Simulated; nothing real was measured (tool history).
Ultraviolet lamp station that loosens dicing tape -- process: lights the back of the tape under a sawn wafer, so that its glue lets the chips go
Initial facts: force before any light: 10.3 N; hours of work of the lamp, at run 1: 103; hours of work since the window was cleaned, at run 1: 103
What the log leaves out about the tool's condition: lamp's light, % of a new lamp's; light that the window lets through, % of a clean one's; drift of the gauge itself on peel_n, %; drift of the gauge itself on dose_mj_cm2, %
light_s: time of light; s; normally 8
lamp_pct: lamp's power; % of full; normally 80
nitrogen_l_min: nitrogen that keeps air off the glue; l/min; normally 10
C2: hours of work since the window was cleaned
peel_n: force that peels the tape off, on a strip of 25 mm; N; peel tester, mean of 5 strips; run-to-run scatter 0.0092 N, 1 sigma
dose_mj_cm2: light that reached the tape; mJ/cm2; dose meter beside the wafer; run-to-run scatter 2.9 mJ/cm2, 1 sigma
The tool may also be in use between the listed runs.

run 1 hour=0 | light_s=8 lamp_pct=80 nitrogen_l_min=10 | hours_of_work_of_the_lamp=103 C2=103 | peel_n=0.432 dose_mj_cm2=387
run 2 hour=48.1 | light_s=8 lamp_pct=80 nitrogen_l_min=10 | hours_of_work_of_the_lamp=135 C2=135 | peel_n=0.441 dose_mj_cm2=377
run 3 hour=85.2 | light_s=8 lamp_pct=80 nitrogen_l_min=4 | hours_of_work_of_the_lamp=160 C2=160 | peel_n=0.684 dose_mj_cm2=369
run 4 hour=119.1 | light_s=8 lamp_pct=80 nitrogen_l_min=4 | hours_of_work_of_the_lamp=183 C2=183 | peel_n=0.685 dose_mj_cm2=372
run 5 hour=158.7 | light_s=8 lamp_pct=80 nitrogen_l_min=4 | hours_of_work_of_the_lamp=210 C2=210 | peel_n=0.687 dose_mj_cm2=362
run 6 hour=202.7 | light_s=8 lamp_pct=80 nitrogen_l_min=4 | hours_of_work_of_the_lamp=239 C2=239 | peel_n=0.731 dose_mj_cm2=359
run 7 hour=250.9 | light_s=8 lamp_pct=80 nitrogen_l_min=10 | hours_of_work_of_the_lamp=272 C2=272 | peel_n=0.495 dose_mj_cm2=358
run 8 hour=284.1 | light_s=8 lamp_pct=80 nitrogen_l_min=10 | hours_of_work_of_the_lamp=294 C2=294 | peel_n=0.526 dose_mj_cm2=347
run 9 hour=309.7 | light_s=8 lamp_pct=80 nitrogen_l_min=10 | hours_of_work_of_the_lamp=311 C2=311 | peel_n=0.521 dose_mj_cm2=346
run 10 hour=338 | light_s=8 lamp_pct=80 nitrogen_l_min=10 | hours_of_work_of_the_lamp=330 C2=330 | peel_n=0.529 dose_mj_cm2=344
run 11 hour=361.4 | light_s=8 lamp_pct=80 nitrogen_l_min=10 | hours_of_work_of_the_lamp=346 C2=346 | peel_n=0.527 dose_mj_cm2=341
run 12 hour=403.9 | light_s=8 lamp_pct=80 nitrogen_l_min=10 | hours_of_work_of_the_lamp=374 C2=374 | peel_n=0.567 dose_mj_cm2=339
run 13 hour=433 | light_s=8 lamp_pct=80 nitrogen_l_min=10 | hours_of_work_of_the_lamp=394 C2=394 | peel_n=0.576 dose_mj_cm2=335
run 14 hour=453.7 | light_s=8 lamp_pct=80 nitrogen_l_min=10 | hours_of_work_of_the_lamp=408 C2=408 | peel_n=0.581 dose_mj_cm2=328
run 15 hour=487.5 | light_s=8 lamp_pct=80 nitrogen_l_min=10 | hours_of_work_of_the_lamp=431 C2=431 | peel_n=0.557 dose_mj_cm2=324
-- hour=492.1 window cleaned of glue's vapour
run 16 hour=513.1 | light_s=8 lamp_pct=80 nitrogen_l_min=10 | hours_of_work_of_the_lamp=447 C2=14 | peel_n=0.546 dose_mj_cm2=344
run 17 hour=546.4 | light_s=8 lamp_pct=80 nitrogen_l_min=10 | hours_of_work_of_the_lamp=470 C2=36 | peel_n=0.55 dose_mj_cm2=338
run 18 hour=569.5 | light_s=11 lamp_pct=80 nitrogen_l_min=5 | hours_of_work_of_the_lamp=485 C2=52 | peel_n=0.395 dose_mj_cm2=462
run 19 hour=589.2 | light_s=11 lamp_pct=80 nitrogen_l_min=5 | hours_of_work_of_the_lamp=498 C2=65 | peel_n=0.396 dose_mj_cm2=465
run 20 hour=621.1 | light_s=6 lamp_pct=84 nitrogen_l_min=4 | hours_of_work_of_the_lamp=520 C2=87 | peel_n=1.402 dose_mj_cm2=261

Run 21 comes next. What will it give?
run 21 hour=665.2 | light_s=10 lamp_pct=80 nitrogen_l_min=15 | hours_of_work_of_the_lamp=550 C2=116 | peel_n=? dose_mj_cm2=?

peel_n: 0.359 N
dose_mj_cm2: 411 mJ/cm2
Had the tool carried no hidden state, the very same run would have given peel_n 0.275 N, dose_mj_cm2 514 mJ/cm2.

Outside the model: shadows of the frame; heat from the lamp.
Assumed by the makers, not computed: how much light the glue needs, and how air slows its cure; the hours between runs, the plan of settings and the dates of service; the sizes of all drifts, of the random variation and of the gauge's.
